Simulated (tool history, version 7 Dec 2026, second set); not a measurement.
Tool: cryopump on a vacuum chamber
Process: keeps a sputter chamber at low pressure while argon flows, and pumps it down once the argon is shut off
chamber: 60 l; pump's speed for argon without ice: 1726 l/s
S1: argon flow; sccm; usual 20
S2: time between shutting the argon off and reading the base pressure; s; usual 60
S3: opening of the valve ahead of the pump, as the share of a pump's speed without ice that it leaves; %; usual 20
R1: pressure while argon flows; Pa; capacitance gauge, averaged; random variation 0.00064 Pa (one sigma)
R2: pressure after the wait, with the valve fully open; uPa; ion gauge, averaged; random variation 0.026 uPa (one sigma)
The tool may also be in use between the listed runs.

run   hour  S1   S2  S3      R1    R2
  1      0  20   60  20  0.0999  1.12
  2    9.9  20   60  20  0.0999  1.15
  3   25.8  20   60  20  0.1008  1.12
  4   44.6  20   60  20  0.0995  1.13
  5   56.5  20   60  20     0.1  1.19
  6   67.1  20   60  20  0.0987  1.14
  7   76.6  20   60  30  0.0659  1.13
  8   89.4  20   60  30  0.0671  1.15
  9  102.3  20   60  30  0.0661  1.18
 10    120  20   60  30  0.0674  1.16
 11  129.6  20   60  15  0.1319  1.18
 12  144.6  20   60  15  0.1324  1.18
 13  164.4  20   60  45  0.0455  1.18
 14  185.2  20   60  45  0.0464  1.19
 15  203.5  20   60  45  0.0469  1.21
 16  218.9  20   60  45  0.0464   1.2
 17  234.7  20   60  20  0.1004  1.25
 18  246.1  20   60  20  0.1004  1.15
 19  266.1   8  111  23  0.0354  0.77
 20  284.5   8  111  17   0.047  0.78
 21  295.2   8  111  17  0.0473  0.79
 22  309.8  10   92  17  0.0583  0.94
 23  325.2  36  296  47    0.08  0.53
 24    336  36  296  47  0.0808  0.53
 25  351.5  36  296  47  0.0814  0.52
 26  363.2  20   42  20  0.1014   1.7
 27  382.4  15   43  40    0.04  1.63
 28  398.1  15   43  40  0.0399  1.65
 29  412.3  15   43  40  0.0393   1.6
 30  426.3  11  121  42  0.0288  0.82
 31  446.3  11  121  42  0.0276  0.84
 32  456.5  30   60  23  0.1316  1.26
 33  471.9  29   28  39  0.0784  2.31
 34  481.3   9   28  35  0.0267  2.36
 35    503   9   28  35  0.0264  2.34

4 ways to go on from here, each from the tool as it stands after run 35. What would each give?
  A  519.3  11  25  35   ?   ?
  B  519.3  14  60  46   ?   ?
  C  519.3  28  28  27   ?   ?
  D  519.3   9  28  55   ?   ?

run      R1    R2
  A  0.0331  2.66
  B  0.0329  1.32
  C  0.1075  2.36
  D   0.019  2.37
Without the tool's hidden state the same runs would have given:
run      R1    R2
  A  0.0308  2.43
  B    0.03  1.09
  C  0.1016  2.13
  D  0.0171  2.14

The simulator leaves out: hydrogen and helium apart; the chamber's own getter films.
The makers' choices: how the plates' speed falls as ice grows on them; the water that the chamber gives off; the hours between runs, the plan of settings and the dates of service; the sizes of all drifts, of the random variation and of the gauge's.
